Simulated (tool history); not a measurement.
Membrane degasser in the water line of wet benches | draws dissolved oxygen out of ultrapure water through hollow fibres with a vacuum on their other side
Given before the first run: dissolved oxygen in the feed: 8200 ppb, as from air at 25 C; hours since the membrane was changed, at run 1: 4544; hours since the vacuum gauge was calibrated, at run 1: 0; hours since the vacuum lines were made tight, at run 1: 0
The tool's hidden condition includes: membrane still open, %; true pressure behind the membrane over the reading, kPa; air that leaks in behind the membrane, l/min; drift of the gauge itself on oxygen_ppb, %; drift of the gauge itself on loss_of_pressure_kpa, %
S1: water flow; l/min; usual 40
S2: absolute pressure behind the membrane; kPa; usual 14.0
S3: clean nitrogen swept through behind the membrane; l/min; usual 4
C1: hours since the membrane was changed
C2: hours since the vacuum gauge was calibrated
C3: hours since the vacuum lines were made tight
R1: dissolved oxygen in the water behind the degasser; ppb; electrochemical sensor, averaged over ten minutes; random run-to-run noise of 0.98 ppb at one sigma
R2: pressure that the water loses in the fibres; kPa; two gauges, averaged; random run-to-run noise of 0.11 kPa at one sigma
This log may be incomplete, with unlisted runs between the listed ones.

run      day  S1    S2  S3    C1    C2    C3     R1     R2
  1    0.000  40  14.0   4  4544     0     0  283.8  32.11
  2    7.196  40  14.0   4  4717   173   173  284.6  32.29
  3   14.454  40  14.0   4  4891   347   347  283.5  32.06
  4   21.458  40  14.0   4  5059   515   515  282.9  32.28
  5   26.942  40  14.0   4  5191   647   647  284.7  32.41
  6   34.704  40  15.7   4  5377   833   833  323.2  32.26
  7   40.029  40  15.7   4  5505   961   961  322.8  32.23
  8   45.279  40  15.7   4  5631  1087  1087  324.6  32.31
  9   52.738  40  15.7   4  5810  1266  1266  321.2  32.49
 10   60.046  40  31.8   4  5985  1441  1441  667.0  32.40
 11   67.554  45  14.0   4  6166  1621  1621  324.8  36.58
 12   74.721  49  14.0   4  6338  1793  1793  356.3  39.96
 13   82.042  40  14.0   4  6513  1969  1969  287.1  32.54
 14   87.138  40  14.0   4  6636  2091  2091  287.6  32.53
 15   94.379  28  18.1   4  6809  2265  2265  261.9  22.69
 16   98.442  28  13.7   4  6907  2363  2363  193.5  23.00
 17  105.104  28  13.7   4  7067  2522  2522  192.6  22.68

Run 18 has not been measured yet. What should we expect?
 18  110.104  52  18.1   4  7187  2642  2642   ?   ?

{"run 18": {"R1": 494.7, "R2": 42.6}}
The same run, on a tool lacking any hidden state, would have yielded R1 479.5 ppb, R2 41.06 kPa.
